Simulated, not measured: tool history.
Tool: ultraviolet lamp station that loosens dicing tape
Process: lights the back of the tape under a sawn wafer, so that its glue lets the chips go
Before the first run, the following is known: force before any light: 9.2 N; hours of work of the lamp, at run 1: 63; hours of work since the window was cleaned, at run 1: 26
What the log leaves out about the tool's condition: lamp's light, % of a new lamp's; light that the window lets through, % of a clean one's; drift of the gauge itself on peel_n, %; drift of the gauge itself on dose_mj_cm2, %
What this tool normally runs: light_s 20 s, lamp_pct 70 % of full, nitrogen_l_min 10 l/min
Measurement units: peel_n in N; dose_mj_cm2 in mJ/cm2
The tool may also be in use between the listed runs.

run	hour	light_s	lamp_pct	nitrogen_l_min	hours of work of the lamp	hours of work since the window was cleaned	peel_n	dose_mj_cm2
1	0	20	70	10	63	26	1.239	370
2	5.9	20	70	14	66	30	0.945	378
3	14	20	70	14	71	35	0.942	372
4	19.2	20	70	14	75	38	0.938	376
5	24.1	20	70	14	78	42	0.943	373
6	29.9	20	70	14	81	45	0.93	374
7	37.3	20	70	16	86	50	0.852	367
8	44.6	22	64	5	90	54	1.984	380
9	50.2	22	96	15	94	58	0.354	566
10	58.2	22	96	15	99	63	0.352	562
11	64.4	23	65	10	103	67	1.095	395
12	71.3	23	65	10	107	71	1.089	394
13	78.9	11	64	8	112	76	3.511	187

Alternative continuations, all from the tool just after run 13; predict every row:
A	84.4	16	86	12	115	79	?	?
B	84.4	11	64	3	115	79	?	?
C	84.4	38	67	10	115	79	?	?

run	peel_n	dose_mj_cm2
A	1.087	365
B	5.041	189
C	0.322	679
Take away the tool's hidden state, keep each run's random variation, and the runs would have read:
run	peel_n	dose_mj_cm2
A	1.085	366
B	5.038	189
C	0.322	680
